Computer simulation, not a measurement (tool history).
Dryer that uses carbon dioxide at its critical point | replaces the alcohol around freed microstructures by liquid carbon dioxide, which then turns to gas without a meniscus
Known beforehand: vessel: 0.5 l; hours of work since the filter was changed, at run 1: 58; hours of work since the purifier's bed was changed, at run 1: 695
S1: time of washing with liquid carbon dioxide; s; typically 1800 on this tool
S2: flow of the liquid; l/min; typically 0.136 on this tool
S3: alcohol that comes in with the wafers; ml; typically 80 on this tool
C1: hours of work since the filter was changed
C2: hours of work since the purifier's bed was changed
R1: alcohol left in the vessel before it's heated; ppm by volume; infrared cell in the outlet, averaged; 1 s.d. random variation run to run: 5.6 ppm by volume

Run 1, hour 0: usual settings; C1 58; C2 695. Result: R1 321 ppm by volume.
Run 2, hour 31.1: usual settings; C1 77; C2 714. Result: R1 338 ppm by volume.
Run 3, hour 54.2: usual settings; C1 91; C2 728. Result: R1 334 ppm by volume.
Run 4, hour 78.6: usual settings but S3 38 ml; C1 106; C2 743. Result: R1 245 ppm by volume.
Run 5, hour 101: usual settings but S2 0.098 l/min, S3 38 ml; C1 119; C2 756. Result: R1 830 ppm by volume.
Run 6, hour 115: usual settings but S2 0.098 l/min, S3 38 ml; C1 128; C2 765. Result: R1 820 ppm by volume.
Run 7, hour 147.4: usual settings but S2 0.098 l/min, S3 38 ml; C1 147; C2 784. Result: R1 826 ppm by volume.
Run 8, hour 179.5: usual settings; C1 167; C2 804. Result: R1 376 ppm by volume.
Run 9, hour 209.1: usual settings; C1 185; C2 822. Result: R1 389 ppm by volume.
Run 10, hour 230.5: usual settings but S3 84 ml; C1 198; C2 835. Result: R1 403 ppm by volume.
Run 11, hour 249.5: usual settings but S3 84 ml; C1 209; C2 846. Result: R1 417 ppm by volume.
Run 12, hour 273.1: usual settings but S3 84 ml; C1 223; C2 860. Result: R1 418 ppm by volume.
Run 13, hour 305.8: usual settings but S3 84 ml; C1 243; C2 880. Result: R1 446 ppm by volume.
Run 14, hour 331.1: usual settings; C1 259; C2 896. Result: R1 436 ppm by volume.
Run 15, hour 361.6: usual settings; C1 277; C2 914. Result: R1 449 ppm by volume.
Run 16, hour 385.4: usual settings; C1 292; C2 929. Result: R1 455 ppm by volume.
Run 17, hour 408.6: usual settings; C1 306; C2 943. Result: R1 467 ppm by volume.
Run 18, hour 436: usual settings but S2 0.215 l/min; C1 322; C2 959. Result: R1 188 ppm by volume.
Run 19, hour 453.1: usual settings but S2 0.215 l/min; C1 333; C2 970. Result: R1 207 ppm by volume.
Run 20, hour 481.3: usual settings but S1 1380 s, S2 0.215 l/min; C1 350; C2 987. Result: R1 272 ppm by volume.
Run 21, hour 508.9: usual settings but S1 1380 s, S2 0.215 l/min; C1 366; C2 1003. Result: R1 263 ppm by volume.
Run 22, hour 534.6: usual settings; C1 382; C2 1019. Result: R1 533 ppm by volume.
Run 23, hour 569.4: usual settings; C1 403; C2 1040. Result: R1 528 ppm by volume.
Run 24, hour 589.7: usual settings but S2 0.096 l/min; C1 415; C2 1052. Result: R1 2401 ppm by volume.
Run 25, hour 605.9: usual settings but S2 0.096 l/min; C1 425; C2 1062. Result: R1 2399 ppm by volume.
Run 26, hour 638.7: usual settings but S2 0.096 l/min; C1 445; C2 1082. Result: R1 2493 ppm by volume.
Run 27, hour 671: usual settings but S2 0.09 l/min, S3 95 ml; C1 464; C2 1101. Result: R1 3831 ppm by volume.
Run 28, hour 705.3: usual settings but S2 0.09 l/min, S3 95 ml; C1 485; C2 1122. Result: R1 3986 ppm by volume.
Run 29, hour 721.2: usual settings but S2 0.116 l/min; C1 495; C2 1132. Result: R1 1183 ppm by volume.
Run 30, hour 739.7: usual settings but S2 0.116 l/min; C1 506; C2 1143. Result: R1 1184 ppm by volume.
Run 31, hour 755: usual settings but S1 2760 s, S2 0.193 l/min, S3 50 ml; C1 515; C2 1152. Result: R1 223 ppm by volume.
Run 32, hour 778.4: usual settings but S1 1140 s, S2 0.216 l/min; C1 530; C2 1167. Result: R1 603 ppm by volume.
Run 33, hour 807.1: usual settings but S1 1320 s, S2 0.117 l/min, S3 45 ml; C1 547; C2 1184. Result: R1 2452 ppm by volume.
Run 34, hour 833.8: usual settings but S1 1320 s, S2 0.117 l/min, S3 45 ml; C1 563; C2 1200. Result: R1 2459 ppm by volume.
At hour 839.5: purifier's bed changed.
Run 35, hour 859.9: usual settings but S1 2280 s, S2 0.179 l/min, S3 45 ml; C1 577; C2 12. Result: R1 19 ppm by volume.
Run 36, hour 886.8: usual settings but S1 1740 s, S2 0.11 l/min, S3 30 ml; C1 593; C2 29. Result: R1 669 ppm by volume.
At hour 890.8: inlet filter changed.
Run 37, hour 903.4: usual settings but S1 1740 s, S2 0.11 l/min, S3 30 ml; C1 8; C2 38. Result: R1 305 ppm by volume.
Run 38, hour 937.3: usual settings but S1 1740 s, S2 0.122 l/min, S3 112 ml; C1 28; C2 59. Result: R1 618 ppm by volume.
Run 39, hour 958.1: usual settings but S2 0.116 l/min, S3 79 ml; C1 41; C2 71. Result: R1 511 ppm by volume.
Run 40, hour 982: usual settings but S3 33 ml; C1 55; C2 86. Result: R1 94 ppm by volume.
Run 41, hour 999.1: usual settings but S1 1920 s, S2 0.107 l/min, S3 34 ml; C1 66; C2 96. Result: R1 275 ppm by volume.
Run 42, hour 1020.7: usual settings but S1 1380 s, S2 0.144 l/min, S3 71 ml; C1 79; C2 109. Result: R1 634 ppm by volume.
Run 43, hour 1042.8: usual settings but S1 1320 s, S2 0.086 l/min, S3 74 ml; C1 92; C2 123. Result: R1 7064 ppm by volume.
Run 44, hour 1075.4: usual settings but S1 1380 s, S2 0.159 l/min, S3 74 ml; C1 112; C2 142. Result: R1 397 ppm by volume.
Run 45, hour 1093.2: usual settings but S1 1380 s, S2 0.159 l/min, S3 74 ml; C1 123; C2 153. Result: R1 396 ppm by volume.
Run 46, hour 1108.4: usual settings but S1 1380 s, S2 0.159 l/min, S3 114 ml; C1 132; C2 162. Result: R1 599 ppm by volume.
Run 47, hour 1122.4: usual settings but S2 0.153 l/min; C1 140; C2 171. Result: R1 126 ppm by volume.

What differs in the tool's unlogged condition from the final listed run ahead of each entry between runs to the first listed run following it?
Between runs 34 and 35: purifier's bed changed (hour 839.5)
  flow that reaches the vessel past the clogged filter, %: 85.4 -> 85; alcohol in the recycled carbon dioxide, ppm: 237.2 -> 7.9
  what was measured, less what the result would be without the hidden state, R1: +1272 -> +7 ppm by volume
Between runs 36 and 37: inlet filter changed (hour 890.8)
  flow that reaches the vessel past the clogged filter, %: 84.6 -> 99.4; alcohol in the recycled carbon dioxide, ppm: 10.9 -> 12.9
  what was measured, less what the result would be without the hidden state, R1: +375 -> +17 ppm by volume
